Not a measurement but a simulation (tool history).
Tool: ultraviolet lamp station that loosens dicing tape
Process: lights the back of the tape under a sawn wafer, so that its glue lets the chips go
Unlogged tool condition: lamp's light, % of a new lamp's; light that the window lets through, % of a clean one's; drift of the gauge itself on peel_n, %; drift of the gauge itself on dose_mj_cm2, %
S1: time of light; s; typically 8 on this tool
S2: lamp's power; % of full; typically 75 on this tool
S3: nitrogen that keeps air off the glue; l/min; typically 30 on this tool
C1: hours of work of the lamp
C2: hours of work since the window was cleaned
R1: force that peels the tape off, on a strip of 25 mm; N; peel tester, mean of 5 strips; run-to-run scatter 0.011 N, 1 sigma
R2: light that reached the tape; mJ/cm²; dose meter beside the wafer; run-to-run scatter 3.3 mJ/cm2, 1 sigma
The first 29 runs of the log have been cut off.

run,hour,S1,S2,S3,C1,C2,R1,R2
30,1908.7,13,75,48,1270,124,0.282,612
31,1973.2,13,75,48,1307,161,0.303,600
32,2032.9,8,66,25,1341,195,1.358,319
33,2111.3,7,96,22,1386,240,0.991,398
34,2169.9,8,75,9,1419,274,1.961,342
# hour 2243.3: lamp changed
35,2249.5,12,75,24,4,318,0.344,673
36,2327.3,12,75,24,48,363,0.353,657
# hour 2342.2: window cleaned of glue's vapour
37,2390.8,11,75,10,84,28,0.624,675
38,2452.7,5,75,30,119,63,1.367,295
39,2489.8,8,93,30,141,84,0.375,586
40,2564.6,8,75,28,183,127,0.649,463
41,2638.1,8,67,30,225,169,0.800,403
42,2693.4,5,62,26,257,201,2.109,229
43,2769.7,8,78,27,301,244,0.704,455

Forecast each of these 3 alternatives for the next run:
A,2814.8,8,98,17,326,270,?,?
B,2814.8,5,74,39,326,270,?,?
C,2814.8,5,85,24,326,270,?,?

run,R1,R2
A,0.615,556
B,1.439,263
C,1.496,303
Stripped of hidden state, with their random variation kept, the same runs would have yielded:
run,R1,R2
A,0.423,672
B,1.058,318
C,1.101,365
